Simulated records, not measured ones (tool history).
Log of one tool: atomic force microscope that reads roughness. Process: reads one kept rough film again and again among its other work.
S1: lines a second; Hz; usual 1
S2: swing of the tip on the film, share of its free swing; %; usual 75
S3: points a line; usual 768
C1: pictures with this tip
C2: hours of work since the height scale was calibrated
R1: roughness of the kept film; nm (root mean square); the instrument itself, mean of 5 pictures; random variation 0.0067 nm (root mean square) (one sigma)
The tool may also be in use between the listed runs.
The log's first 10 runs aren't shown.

run	hour	S1	S2	S3	C1	C2	R1
11	71.5	1	75	296	99	210	1.269
12	79.4	1	75	768	117	216	1.265
13	88.2	1	75	768	137	223	1.263
14	97.8	1	72	768	159	230	1.259
# hour 103.8: new tip fitted
15	107.9	1	72	768	9	238	1.324
16	112	1	75	768	18	241	1.313
17	119.9	1	75	768	36	247	1.302
18	127.1	1	75	768	53	253	1.295
19	132.7	1	75	768	66	257	1.289
20	141.5	0.86	75	768	86	264	1.295
21	149.1	1	75	768	103	270	1.278
22	153.9	1	75	768	114	273	1.279
23	163.2	1	75	768	135	281	1.268
24	171.4	1	75	768	154	287	1.249
# hour 179.3: new tip fitted
25	181.9	1	75	768	6	295	1.324
26	191.3	1	75	768	28	302	1.297
27	197.1	0.98	70	825	41	307	1.306
28	205.4	0.98	76	720	60	313	1.294
29	212.5	1.35	89	768	76	319	1.244
# hour 214.4: height scale calibrated on a step standard
30	222.2	1.35	89	728	96	6	1.228
31	229.6	1.35	89	314	113	12	1.205

The next listed run, before its measurement:
32	238.3	1.35	89	314	133	19	?

R1: 1.205 nm (root mean square)
Without the tool's hidden state the same run would have given R1 1.271 nm (root mean square).
